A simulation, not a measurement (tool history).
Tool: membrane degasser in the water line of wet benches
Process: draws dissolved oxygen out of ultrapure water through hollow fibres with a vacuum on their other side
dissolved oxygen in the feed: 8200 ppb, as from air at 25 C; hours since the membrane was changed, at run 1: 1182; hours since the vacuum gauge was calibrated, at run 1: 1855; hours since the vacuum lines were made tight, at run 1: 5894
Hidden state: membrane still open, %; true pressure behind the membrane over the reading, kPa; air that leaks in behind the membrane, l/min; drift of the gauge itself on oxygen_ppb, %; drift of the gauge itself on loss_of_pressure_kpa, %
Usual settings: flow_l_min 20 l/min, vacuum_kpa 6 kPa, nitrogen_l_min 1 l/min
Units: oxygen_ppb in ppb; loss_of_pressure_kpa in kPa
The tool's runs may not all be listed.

| run | hour | flow_l_min | vacuum_kpa | nitrogen_l_min | hours since the membrane was changed | hours since the vacuum gauge was calibrated | hours since the vacuum lines were made tight | oxygen_ppb | loss_of_pressure_kpa |
|---|---|---|---|---|---|---|---|---|---|
| 1 | 0 | 20 | 6 | 1 | 1182 | 1855 | 5894 | 140.8 | 65.92 |
| 2 | 22.8 | 20 | 6 | 1 | 1205 | 1878 | 5917 | 139.1 | 65.78 |
| 3 | 54 | 20 | 5.49 | 1 | 1236 | 1909 | 5948 | 116.1 | 65.82 |
| 4 | 96.4 | 20 | 5.49 | 1 | 1279 | 1952 | 5991 | 115.2 | 65.89 |
| 5 | 129.3 | 15 | 6 | 1 | 1312 | 1985 | 6024 | 103.9 | 49.38 |
| 6 | 158.8 | 15 | 6 | 1 | 1341 | 2014 | 6053 | 103.8 | 49.43 |
| 7 | 187.9 | 15 | 6 | 1 | 1370 | 2043 | 6082 | 102.9 | 49.5 |
| 8 | 220.1 | 20 | 6 | 1.59 | 1402 | 2076 | 6114 | 96.2 | 66.19 |
| 9 | 242.4 | 20 | 6 | 1.59 | 1425 | 2098 | 6137 | 95.8 | 65.71 |
| 10 | 269.8 | 20 | 6 | 1.59 | 1452 | 2125 | 6164 | 96.8 | 66.36 |
| 11 | 296.7 | 20 | 6 | 1 | 1479 | 2152 | 6191 | 139.7 | 66.5 |
| 12 | 330.2 | 20 | 6 | 1 | 1513 | 2186 | 6225 | 139.9 | 66.1 |
| 13 | 353.4 | 15 | 6 | 1 | 1536 | 2209 | 6248 | 103.7 | 49.55 |
| 14 | 390.8 | 15 | 6 | 1.2 | 1573 | 2246 | 6285 | 89.2 | 49.46 |
| 15 | 412.7 | 20 | 6 | 1 | 1595 | 2268 | 6307 | 139.1 | 66.6 |
| 16 | 437 | 20 | 6 | 1 | 1619 | 2292 | 6331 | 142.1 | 66.02 |
| 17 | 456.5 | 16 | 6 | 1 | 1639 | 2312 | 6351 | 111.3 | 52.91 |
| 18 | 475.5 | 18 | 4.93 | 0.89 | 1658 | 2331 | 6370 | 88.3 | 59.62 |
|  | 478.7 | vacuum gauge calibrated |
| 19 | 500.4 | 18 | 4.93 | 0.89 | 1682 | 22 | 6394 | 93.8 | 59.53 |
| 20 | 540.6 | 29 | 8.9 | 1.1 | 1722 | 62 | 6434 | 385 | 96.18 |
| 21 | 580.5 | 21 | 6.87 | 1.24 | 1762 | 102 | 6474 | 162.4 | 69.28 |
| 22 | 600.8 | 14 | 6 | 0.4 | 1783 | 122 | 6495 | 217.8 | 46.28 |
| 23 | 622.5 | 14 | 6 | 0.4 | 1804 | 144 | 6516 | 214.7 | 46.35 |
| 24 | 644.6 | 14 | 6 | 2.83 | 1826 | 166 | 6538 | 38.7 | 46.47 |
| 25 | 689.6 | 18 | 13.71 | 0.99 | 1871 | 211 | 6583 | 429.6 | 59.75 |
|  | 707.4 | vacuum gauge calibrated, once more |
| 26 | 720.4 | 22 | 6.94 | 1 | 1902 | 13 | 6614 | 194.9 | 73.09 |
| 27 | 765.7 | 14 | 4.52 | 0.49 | 1947 | 58 | 6659 | 82.6 | 46.52 |
| 28 | 802.2 | 20 | 4.52 | 2.05 | 1983 | 95 | 6695 | 41.3 | 66.79 |
| 29 | 830.6 | 20 | 4.52 | 2.05 | 2012 | 123 | 6724 | 41.3 | 66.72 |
| 30 | 867.8 | 20 | 4.52 | 2.05 | 2049 | 160 | 6761 | 41.5 | 66.35 |
| 31 | 896.1 | 28 | 6 | 0.87 | 2077 | 189 | 6789 | 236.2 | 93.09 |
| 32 | 937.3 | 27 | 12.96 | 0.65 | 2119 | 230 | 6831 | 783.3 | 89.56 |

Hidden state at the last listed run before each entry between runs and at the first one after, where it differs:
Between runs 18 and 19: vacuum gauge calibrated (hour 478.7)
  true pressure behind the membrane over the reading, kPa: 0.15 -> 0.22
  measured less the result without the state, oxygen_ppb: +8.1 -> +11.7 ppb; loss_of_pressure_kpa: +0.69 -> +0.7 kPa
Between runs 25 and 26: vacuum gauge calibrated, once more (hour 707.4)
  true pressure behind the membrane over the reading, kPa: 0.23 -> 0.02; air that leaks in behind the membrane, l/min: 0.0206 -> 0.0207
  measured less the result without the state, oxygen_ppb: +16.7 -> +4.1 ppb; loss_of_pressure_kpa: +0.77 -> +0.96 kPa
